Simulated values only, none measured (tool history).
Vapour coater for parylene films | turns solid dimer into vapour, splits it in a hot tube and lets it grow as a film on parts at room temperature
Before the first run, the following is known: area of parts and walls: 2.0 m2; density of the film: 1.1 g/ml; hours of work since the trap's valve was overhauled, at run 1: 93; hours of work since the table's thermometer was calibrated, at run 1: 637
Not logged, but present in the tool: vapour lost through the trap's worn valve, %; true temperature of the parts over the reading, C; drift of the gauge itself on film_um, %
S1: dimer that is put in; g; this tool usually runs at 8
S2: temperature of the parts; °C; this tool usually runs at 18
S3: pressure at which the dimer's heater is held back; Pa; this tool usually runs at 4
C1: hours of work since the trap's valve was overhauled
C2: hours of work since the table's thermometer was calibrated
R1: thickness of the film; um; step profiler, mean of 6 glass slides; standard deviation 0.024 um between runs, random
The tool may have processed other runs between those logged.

run	hour	S1	S2	S3	C1	C2	R1
1	0	8	18	4	93	637	1.63
2	87.3	6	18	4	151	696	1.22
3	159.6	10	18	4	199	744	2.01
4	221.2	10	18	4	240	785	1.99
5	262	8	18	2.05	268	812	1.8
6	344.4	4	18	4	322	867	0.81
7	401.6	4	18	4	361	905	0.8
# hour 408: table's thermometer calibrated
8	451.6	4	18	4	393	29	0.78
9	501.2	4	18	4	426	62	0.74
10	562	4	18	4	467	103	0.76
11	646.1	4	18	4	523	159	0.75
12	693.9	8	18	9.62	555	191	1.31

Estimate the outcome of run 13 from the log above:
# hour 762.8: trap's valve overhauled
13	767	7	11	5.01	3	237	?

{"run 13": {"R1": 1.7}}
Without the tool's hidden state the same run would have given R1 1.79 um.

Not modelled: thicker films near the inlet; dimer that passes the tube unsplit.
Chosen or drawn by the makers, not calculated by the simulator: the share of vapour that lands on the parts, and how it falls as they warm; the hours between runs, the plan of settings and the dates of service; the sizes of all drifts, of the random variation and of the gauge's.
